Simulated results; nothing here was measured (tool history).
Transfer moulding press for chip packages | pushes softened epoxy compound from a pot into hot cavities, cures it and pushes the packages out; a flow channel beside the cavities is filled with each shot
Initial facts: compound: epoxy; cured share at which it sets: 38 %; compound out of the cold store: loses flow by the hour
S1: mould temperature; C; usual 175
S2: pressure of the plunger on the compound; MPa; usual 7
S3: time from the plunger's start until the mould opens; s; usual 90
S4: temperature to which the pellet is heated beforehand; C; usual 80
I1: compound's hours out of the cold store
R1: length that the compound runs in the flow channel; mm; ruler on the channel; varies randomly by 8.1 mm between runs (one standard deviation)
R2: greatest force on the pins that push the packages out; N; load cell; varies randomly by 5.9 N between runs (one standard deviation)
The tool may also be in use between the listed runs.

run   hour   S1    S2   S3  S4    I1    R1   R2
  1      0  175     7   90  80  44.6   889  316
  2   17.8  175     7   90  80  43.3   882  371
      48.3  -- plunger's sealing rings changed
  3   48.3  175     7   90  80  25.9   987  397
      76.4  -- cavities cleaned with cleaning compound and waxed
  4   76.6  175     7   90  80  43.2   928  236
  5  111.2  175     7   90  73    47   925  310
  6  132.1  175     7   90  73  45.1   918  364
  7  156.2  175     7   90  72  32.3   949  402
  8  173.8  175     7   90  72     8  1029  408
     187.8  -- cavities cleaned with cleaning compound and waxed
  9  200.5  175     7   90  80  19.1   986  270
 10  222.1  174     7   90  80  29.8   947  331
 11  245.7  174     7   90  80  21.7   980  382
 12  268.5  175     7   90  80  13.5  1007  399
       298  -- cavities cleaned with cleaning compound and waxed
 13    298  175     7   80  80  10.8  1014  259
 14  316.9  175     7   90  80  38.9   930  289
 15  333.7  175     7   90  80    46   890  317
     338.3  -- mould's thermocouples calibrated
 16  355.9  175     7   99  89  12.7  1001  348
 17  380.2  175     7   99  89  19.3   977  379
 18  404.5  183     7   90  80  31.3   913  395
     411.3  -- cavities cleaned with cleaning compound and waxed
 19  431.1  169   6.2  117  85    44   866  284
 20  445.9  173  5.21  122  80  46.9   762  287
 21  469.6  175     7   90  87  29.5   941  375
 22  487.1  175  7.36  129  80  15.9  1011  357
     520.7  -- mould's thermocouples calibrated, once more
       525  -- cavities cleaned with cleaning compound and waxed
 23  526.5  172  5.32   83  75  41.8   784  272
 24  547.7  172  5.32   83  75  26.4   810  346
 25  562.4  175  8.22   88  73  17.2  1040  324
 26  584.4  175  8.22   88  73    36   987  375
 27  606.4  175  8.22   88  73  10.3  1056  409
 28  631.6  175  5.83  124  72  36.1   823  391
     636.2  -- cavities cleaned with cleaning compound and waxed
     644.6  -- plunger's sealing rings changed
 29    669  174  7.72  111  72  40.3   983  289

For each run, the measured value with the value that run would have given without the tool's hidden condition subtracted. The run-to-run variation is shared by both, the gauge scatter possibly not:
The tool's hidden condition here consists of: true mould temperature over the reading, C; pressure that reaches the compound, % of what is set; grip of the stained cavities, % over clean ones'; drift of the gauge itself on flow_mm, %; drift of the gauge itself on push_out_n, %.
run   R1    R2
  1  -46  +107
  2  -47  +146
  3   -1  +186
  4   -3    +5
  5   -7  +100
  6   -8  +145
  7  -10  +183
  8  -13  +194
  9  -15   +46
 10  -16  +105
 11  -19  +153
 12  -22  +180
 13  -24    +7
 14  -24   +64
 15  -24  +102
 16  -29  +137
 17  -31  +170
 18  -32  +191
 19  -32   +70
 20  -29   +97
 21  -38  +153
 22  -43  +162
 23  -38    +8
 24  -41   +84
 25  -54  +105
 26  -53  +149
 27  -59  +181
 28  -48  +185
 29   -3   +84
